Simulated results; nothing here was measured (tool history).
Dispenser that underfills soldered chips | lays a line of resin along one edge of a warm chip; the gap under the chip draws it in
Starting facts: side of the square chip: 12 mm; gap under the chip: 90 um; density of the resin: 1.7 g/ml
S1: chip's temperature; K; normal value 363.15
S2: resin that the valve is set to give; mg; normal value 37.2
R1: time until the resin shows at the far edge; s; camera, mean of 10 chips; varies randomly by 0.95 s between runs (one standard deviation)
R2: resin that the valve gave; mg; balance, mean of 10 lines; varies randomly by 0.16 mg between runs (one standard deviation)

run 1 hour=0 | S1=363.15 S2=37.2 | R1=136.3 R2=34.2
-- hour=1 new syringe of resin
run 2 hour=5.4 | S1=363.15 S2=37.2 | R1=117.2 R2=34.58
-- hour=9.5 new syringe of resin
-- hour=11 dispensing valve cleaned and set on the balance
run 3 hour=12 | S1=363.15 S2=31.8 | R1=100.2 R2=31.83
run 4 hour=15.7 | S1=363.15 S2=31.8 | R1=125.8 R2=31.78
-- hour=19 new syringe of resin
run 5 hour=22.6 | S1=363.15 S2=31.8 | R1=112.4 R2=31.57
-- hour=27.5 new syringe of resin
run 6 hour=30.5 | S1=363.15 S2=37.2 | R1=109.7 R2=36.64
-- hour=35.7 new syringe of resin
run 7 hour=37.7 | S1=363.15 S2=37.2 | R1=98 R2=36.56
run 8 hour=41.4 | S1=363.15 S2=37.2 | R1=123.2 R2=36.42
-- hour=44.3 new syringe of resin
run 9 hour=49.3 | S1=363.15 S2=37.2 | R1=122.7 R2=36.31
-- hour=52.9 new syringe of resin
run 10 hour=55.4 | S1=363.15 S2=37.2 | R1=104.2 R2=36.21
-- hour=61.5 new syringe of resin
run 11 hour=61.7 | S1=375.15 S2=43.7 | R1=52.9 R2=42.51
run 12 hour=67.6 | S1=367.15 S2=34.5 | R1=109 R2=33.14
-- hour=69.7 new syringe of resin
run 13 hour=74 | S1=353.15 S2=37.9 | R1=179.9 R2=36.71
-- hour=78.3 new syringe of resin
run 14 hour=80.4 | S1=375.15 S2=37.2 | R1=61.1 R2=35.56
run 15 hour=84.4 | S1=348.15 S2=37.5 | R1=252.1 R2=36
-- hour=86.7 new syringe of resin
run 16 hour=88.4 | S1=348.15 S2=34.7 | R1=200.2 R2=33.32
run 17 hour=91.6 | S1=367.15 S2=42.7 | R1=100.2 R2=41
-- hour=94.8 new syringe of resin
run 18 hour=99.7 | S1=367.15 S2=42.7 | R1=101.9 R2=40.44
-- hour=102.9 new syringe of resin
run 19 hour=106.7 | S1=355.15 S2=45.6 | R1=164.9 R2=43.07

4 ways to go on from here, each from the tool as it stands after run 19. What would each give?
-- hour=111.2 new syringe of resin
run A hour=113.4 | S1=355.15 S2=35.6 | R1=? R2=?
-- hour=111.2 new syringe of resin
run B hour=113.4 | S1=371.15 S2=43.2 | R1=? R2=?
-- hour=111.2 new syringe of resin
run C hour=113.4 | S1=354.15 S2=43.7 | R1=? R2=?
-- hour=111.2 new syringe of resin
run D hour=113.4 | S1=355.15 S2=47.8 | R1=? R2=?

run=A R1=144.5 R2=33.4
run=B R1=71.4 R2=40.38
run=C R1=152.3 R2=40.88
run=D R1=145.5 R2=44.92
Take away the tool's hidden state, keep each run's random variation, and the runs would have read:
run=A R1=126.2 R2=35.55
run=B R1=62.6 R2=42.98
run=C R1=133.8 R2=43.51
run=D R1=127.9 R2=47.8
